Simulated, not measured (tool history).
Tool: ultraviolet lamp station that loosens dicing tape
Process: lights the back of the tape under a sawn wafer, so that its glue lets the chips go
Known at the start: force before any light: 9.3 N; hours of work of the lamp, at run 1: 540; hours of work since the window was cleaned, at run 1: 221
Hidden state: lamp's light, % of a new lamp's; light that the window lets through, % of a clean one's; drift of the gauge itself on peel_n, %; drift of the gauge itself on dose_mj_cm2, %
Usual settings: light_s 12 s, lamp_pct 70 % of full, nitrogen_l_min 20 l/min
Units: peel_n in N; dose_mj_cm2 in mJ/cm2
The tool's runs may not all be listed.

run      day  light_s  lamp_pct  nitrogen_l_min  hours of work of the lamp  hours of work since the window was cleaned  peel_n  dose_mj_cm2
  1        0       12        70              20                        540                                         221   0.437          251
  2    2.858       12        70              20                        582                                         264   0.446          251
  3    5.462       12        70              20                        621                                         302   0.457          248
  4    7.092       12        70              20                        645                                         327   0.451          252
  5    9.483       12        70              20                        681                                         362   0.431          253
  6   13.029       12        70              20                        733                                         415   0.457          254
  7   15.233       12        70              10                        766                                         447   0.869          251
      16.183  -- window cleaned of glue's vapour
  8     17.5       12        70              10                        799                                          20    0.85          251
  9   21.033       12        70              10                        852                                          72   0.826          253
 10   24.708       12        70              10                        906                                         126   0.848          250
 11   26.496       12        70              10                        933                                         153   0.857          247
 12   28.562       12        70              10                        963                                         184   0.858          248
 13   31.492       12        69              10                       1007                                         227   0.857          250
 14   33.329       12        70              20                       1034                                         254   0.422          252
 15     35.6       12        70              20                       1068                                         288    0.46          255
      36.471  -- lamp changed
 16   38.338       12        70              20                         28                                         328   0.432          254
 17   40.638       12        70              20                         62                                         362   0.445          253
 18   43.925       12        66              20                        111                                         411   0.506          238
 19   46.329       12        66              20                        146                                         446   0.486          241
      47.333  -- window cleaned of glue's vapour
 20   48.417       12        70              22                        177                                          16   0.396          252
 21   50.088       12        70              22                        202                                          41   0.401          251
 22   52.271       12        70              20                        234                                          73    0.44          252
 23   55.579       15        70              38                        283                                         122    0.21          315
 24   59.279        9        70              12                        338                                         177    1.27          190
 25   62.754       16        70              20                        389                                         229   0.251          332
 26   65.075       14        95              14                        424                                         263   0.246          397
 27   68.271       22        83              12                        471                                         310   0.184          548
 28   70.058       11        93              11                        498                                         337   0.496          302
 29   72.779       11        93              11                        538                                         377   0.493          305
 30   75.129       22        98              11                        573                                         412    0.17          644
 31   78.288        8        70              29                        620                                         459   0.795          169
      78.546  -- window cleaned of glue's vapour
 32    81.35       12        68              18                        665                                          42   0.525          244
 33   84.342       14        80              18                        709                                          86   0.261          332
 34    86.45       10        66              18                        740                                         117   0.826          198
 35   89.133       19        72              32                        780                                         157    0.18          409
 36   92.262       20        72               9                        827                                         203   0.303          432
 37   95.896       20        64               9                        880                                         257   0.385          379
 38    99.65       12        86              20                        936                                         313    0.29          308
 39  101.492       20        67               6                        963                                         340   0.486          404
 40  104.954       12        70              34                       1015                                         391   0.277          251
 41  107.138       12        70              34                       1047                                         424   0.291          248
     109.354  -- lamp changed
     109.704  -- window cleaned of glue's vapour
 42    110.4       12        91              32                         15                                          10   0.203          328
 43  113.125       12        83              15                         56                                          51   0.398          297

3 ways to go on from here, each from the tool as it stands after run 43. What would each give?
  A  116.488       21       100              20                        105                                         101       ?            ?
  B  116.488       17        83              15                        105                                         101       ?            ?
  C  116.488       12        63              18                        105                                         101       ?            ?

run  peel_n  dose_mj_cm2
  A   0.173          633
  B   0.212          430
  C   0.606          229
Without the tool's hidden state the same runs would have given:
run  peel_n  dose_mj_cm2
  A   0.173          634
  B   0.212          430
  C   0.605          229
